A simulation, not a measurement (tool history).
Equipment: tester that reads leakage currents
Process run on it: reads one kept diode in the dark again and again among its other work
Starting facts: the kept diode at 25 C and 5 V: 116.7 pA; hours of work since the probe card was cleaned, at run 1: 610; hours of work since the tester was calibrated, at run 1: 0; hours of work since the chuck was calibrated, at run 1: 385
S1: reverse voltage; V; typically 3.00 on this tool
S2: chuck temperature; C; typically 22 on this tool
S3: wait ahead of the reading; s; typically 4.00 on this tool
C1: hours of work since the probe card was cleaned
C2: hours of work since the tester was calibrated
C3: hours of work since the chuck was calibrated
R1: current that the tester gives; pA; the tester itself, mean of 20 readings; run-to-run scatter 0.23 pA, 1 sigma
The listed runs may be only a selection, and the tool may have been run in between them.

{"run": 1, "day": 0.0, "S1": 3.0, "S2": 22, "S3": 4.0, "C1": 610, "C2": 0, "C3": 385, "R1": 72.08}
{"run": 2, "day": 6.2, "S1": 3.0, "S2": 22, "S3": 4.0, "C1": 713, "C2": 103, "C3": 488, "R1": 70.92}
{"run": 3, "day": 12.662, "S1": 2.13, "S2": 22, "S3": 4.0, "C1": 820, "C2": 211, "C3": 595, "R1": 62.11}
{"run": 4, "day": 20.221, "S1": 2.13, "S2": 22, "S3": 4.0, "C1": 946, "C2": 336, "C3": 721, "R1": 61.11}
{"run": 5, "day": 28.112, "S1": 2.13, "S2": 22, "S3": 4.0, "C1": 1077, "C2": 468, "C3": 852, "R1": 60.21}
{"run": 6, "day": 33.354, "S1": 2.13, "S2": 22, "S3": 4.0, "C1": 1164, "C2": 555, "C3": 939, "R1": 59.59}
{"run": 7, "day": 41.625, "S1": 2.13, "S2": 22, "S3": 4.0, "C1": 1302, "C2": 692, "C3": 1077, "R1": 58.74}
{"run": 8, "day": 48.208, "S1": 2.13, "S2": 43, "S3": 4.0, "C1": 1411, "C2": 802, "C3": 1186, "R1": 334.08}
{"day": 52.917, "done": "chuck's temperature calibrated"}
{"run": 9, "day": 53.771, "S1": 2.13, "S2": 43, "S3": 4.0, "C1": 1502, "C2": 893, "C3": 14, "R1": 380.34}
{"run": 10, "day": 62.412, "S1": 2.13, "S2": 43, "S3": 4.0, "C1": 1646, "C2": 1037, "C3": 158, "R1": 375.39}
{"run": 11, "day": 69.929, "S1": 2.13, "S2": 43, "S3": 4.0, "C1": 1771, "C2": 1162, "C3": 283, "R1": 371.63}
{"run": 12, "day": 75.354, "S1": 3.0, "S2": 52, "S3": 4.0, "C1": 1861, "C2": 1252, "C3": 373, "R1": 815.57}
{"run": 13, "day": 81.967, "S1": 3.0, "S2": 52, "S3": 4.0, "C1": 1971, "C2": 1362, "C3": 483, "R1": 805.74}
{"run": 14, "day": 90.9, "S1": 3.0, "S2": 52, "S3": 4.0, "C1": 2120, "C2": 1510, "C3": 632, "R1": 795.32}
{"run": 15, "day": 99.292, "S1": 3.0, "S2": 22, "S3": 4.0, "C1": 2259, "C2": 1650, "C3": 771, "R1": 69.57}
{"run": 16, "day": 106.346, "S1": 3.0, "S2": 22, "S3": 4.0, "C1": 2377, "C2": 1767, "C3": 889, "R1": 68.39}
{"run": 17, "day": 110.138, "S1": 3.0, "S2": 22, "S3": 4.0, "C1": 2440, "C2": 1830, "C3": 952, "R1": 67.81}
{"day": 114.083, "done": "probe card cleaned and baked"}
{"run": 18, "day": 116.979, "S1": 3.0, "S2": 22, "S3": 1.89, "C1": 48, "C2": 1942, "C3": 1063, "R1": 67.53}
{"run": 19, "day": 123.433, "S1": 3.0, "S2": 22, "S3": 1.89, "C1": 155, "C2": 2049, "C3": 1171, "R1": 66.65}
{"run": 20, "day": 128.617, "S1": 3.0, "S2": 22, "S3": 4.0, "C1": 242, "C2": 2135, "C3": 1257, "R1": 65.08}
{"day": 129.5, "done": "chuck's temperature calibrated"}
{"day": 130.383, "done": "probe card cleaned and baked, once more"}
{"run": 21, "day": 133.696, "S1": 1.04, "S2": 53, "S3": 3.23, "C1": 55, "C2": 2216, "C3": 68, "R1": 620.43}
{"run": 22, "day": 141.846, "S1": 8.23, "S2": 24, "S3": 1.31, "C1": 191, "C2": 2352, "C3": 203, "R1": 124.63}
{"run": 23, "day": 147.842, "S1": 2.47, "S2": 27, "S3": 8.12, "C1": 290, "C2": 2452, "C3": 303, "R1": 103.99}
{"run": 24, "day": 154.104, "S1": 2.47, "S2": 27, "S3": 2.92, "C1": 395, "C2": 2556, "C3": 407, "R1": 103.11}
{"run": 25, "day": 162.329, "S1": 5.0, "S2": 49, "S3": 4.0, "C1": 531, "C2": 2693, "C3": 544, "R1": 755.91}
{"run": 26, "day": 170.779, "S1": 3.0, "S2": 48, "S3": 4.0, "C1": 672, "C2": 2833, "C3": 684, "R1": 577.9}
{"day": 175.062, "done": "tester calibrated"}
{"run": 27, "day": 179.742, "S1": 3.0, "S2": 48, "S3": 4.0, "C1": 819, "C2": 78, "C3": 832, "R1": 591.64}
{"run": 28, "day": 186.062, "S1": 3.0, "S2": 48, "S3": 4.0, "C1": 925, "C2": 183, "C3": 937, "R1": 584.34}
{"run": 29, "day": 193.25, "S1": 3.0, "S2": 25, "S3": 0.67, "C1": 1044, "C2": 302, "C3": 1057, "R1": 89.88}
{"run": 30, "day": 198.521, "S1": 1.65, "S2": 22, "S3": 4.0, "C1": 1132, "C2": 390, "C3": 1144, "R1": 54.56}
{"run": 31, "day": 202.929, "S1": 4.49, "S2": 26, "S3": 0.56, "C1": 1205, "C2": 463, "C3": 1218, "R1": 112.12}
{"day": 205.725, "done": "chuck's temperature calibrated"}
{"run": 32, "day": 210.229, "S1": 4.49, "S2": 26, "S3": 0.56, "C1": 1325, "C2": 583, "C3": 75, "R1": 125.38}
{"run": 33, "day": 215.196, "S1": 3.0, "S2": 52, "S3": 3.29, "C1": 1408, "C2": 666, "C3": 158, "R1": 843.44}
{"run": 34, "day": 218.858, "S1": 3.0, "S2": 52, "S3": 3.29, "C1": 1469, "C2": 727, "C3": 218, "R1": 831.78}
{"run": 35, "day": 225.438, "S1": 3.2, "S2": 36, "S3": 9.34, "C1": 1578, "C2": 836, "C3": 328, "R1": 245.69}

Predict the results of run 36:
{"run": 36, "day": 230.75, "S1": 3.2, "S2": 36, "S3": 9.34, "C1": 1666, "C2": 925, "C3": 416, "R1": "?"}

R1: 243.47 pA
With no hidden state in the tool, this same run would have given R1 253.32 pA.

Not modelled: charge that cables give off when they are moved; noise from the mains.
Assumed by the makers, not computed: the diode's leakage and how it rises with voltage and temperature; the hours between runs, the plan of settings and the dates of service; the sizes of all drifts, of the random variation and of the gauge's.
